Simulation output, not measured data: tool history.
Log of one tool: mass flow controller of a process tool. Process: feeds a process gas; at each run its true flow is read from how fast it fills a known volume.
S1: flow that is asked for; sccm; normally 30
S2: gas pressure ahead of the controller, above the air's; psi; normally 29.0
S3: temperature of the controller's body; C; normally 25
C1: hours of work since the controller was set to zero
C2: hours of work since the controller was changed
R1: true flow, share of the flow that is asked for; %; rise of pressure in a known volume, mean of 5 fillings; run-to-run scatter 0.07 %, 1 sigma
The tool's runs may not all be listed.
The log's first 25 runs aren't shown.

run	hour	S1	S2	S3	C1	C2	R1
26	3521.4	17	35.0	25	4817	4817	96.23
27	3725.0	6	29.0	31	4975	4975	93.61
28	3917.8	14	20.6	22	5124	5124	94.96
29	4011.0	34	28.3	20	5196	5196	97.18
30	4181.9	16	20.5	28	5328	5328	95.58
31	4333.8	8	22.5	29	5445	5445	93.68
32	4425.5	8	22.5	29	5516	5516	93.62
33	4557.8	21	29.0	29	5618	5618	96.37
34	4706.7	5	31.5	32	5733	5733	92.30
35	4877.5	14	33.2	32	5865	5865	95.71
36	5037.6	9	32.9	22	5988	5988	93.60
37	5200.5	8	29.9	25	6114	6114	93.41
38	5290.8	39	33.9	25	6184	6184	97.69
39	5421.5	31	29.0	39	6285	6285	97.81
40	5618.1	14	29.0	25	6437	6437	94.70
41	5790.2	14	26.3	26	6570	6570	94.52
42	5934.8	14	28.1	21	6681	6681	94.31
43	6105.8	13	29.0	25	6813	6813	94.31
44	6220.2	13	29.0	25	6902	6902	94.34
45	6315.7	13	29.0	25	6976	6976	94.20

Consider 3 possible next runs. They are alternatives, not a sequence: every one starts from the tool as it was left by run 45. What does each give?
A	6450.3	10	29.0	29	7080	7080	?
B	6450.3	19	23.8	34	7080	7080	?
C	6450.3	8	29.0	36	7080	7080	?

run	R1
A	93.58
B	95.63
C	93.29
What these runs would have given with no unlogged condition in the tool:
run	R1
A	97.66
B	98.42
C	98.06
